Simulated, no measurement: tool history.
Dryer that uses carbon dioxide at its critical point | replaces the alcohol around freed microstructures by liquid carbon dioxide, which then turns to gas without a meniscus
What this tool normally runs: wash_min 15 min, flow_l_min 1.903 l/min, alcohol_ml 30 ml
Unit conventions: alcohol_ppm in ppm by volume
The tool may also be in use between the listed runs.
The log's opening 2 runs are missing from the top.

run	hour	wash_min	flow_l_min	alcohol_ml	hours of work since the filter was changed	hours of work since the purifier's bed was changed	alcohol_ppm
3	25.4	15	1.903	30	119	434	140
4	34.2	15	1.903	30	125	440	151
5	52.2	15	1.903	30	138	453	146
6	65.9	15	1.903	30	147	463	142
7	77.1	15	1.903	30	155	470	142
# hour 90.7: inlet filter changed
8	92.3	15	1.903	30	1	481	124
9	106.1	15	1.52	30	11	490	204
10	117.1	15	1.52	30	19	498	203
11	128.4	15	1.52	30	27	506	214
12	140.2	15	1.903	30	35	514	146
13	152.4	15	3.2	30	44	523	93
14	164.2	15	3.2	30	52	531	92
15	176.7	15	3.2	30	61	540	104
16	195.3	15	1.33	30	74	553	321
17	210.7	15	1.33	30	85	564	323
18	222	15	1.33	30	93	572	335
19	236.2	15	1.15	30	103	582	463
20	244.5	15	2.28	41	109	588	131
21	253.4	10	2.57	30	115	594	193
22	267.6	10	2.57	30	125	604	210

Run 23 is up next; what results do you expect?
23	276.7	23	1.903	30	132	611	?

alcohol_ppm: 108 ppm by volume
Had the tool carried no hidden state, the very same run would have given alcohol_ppm 6 ppm by volume.

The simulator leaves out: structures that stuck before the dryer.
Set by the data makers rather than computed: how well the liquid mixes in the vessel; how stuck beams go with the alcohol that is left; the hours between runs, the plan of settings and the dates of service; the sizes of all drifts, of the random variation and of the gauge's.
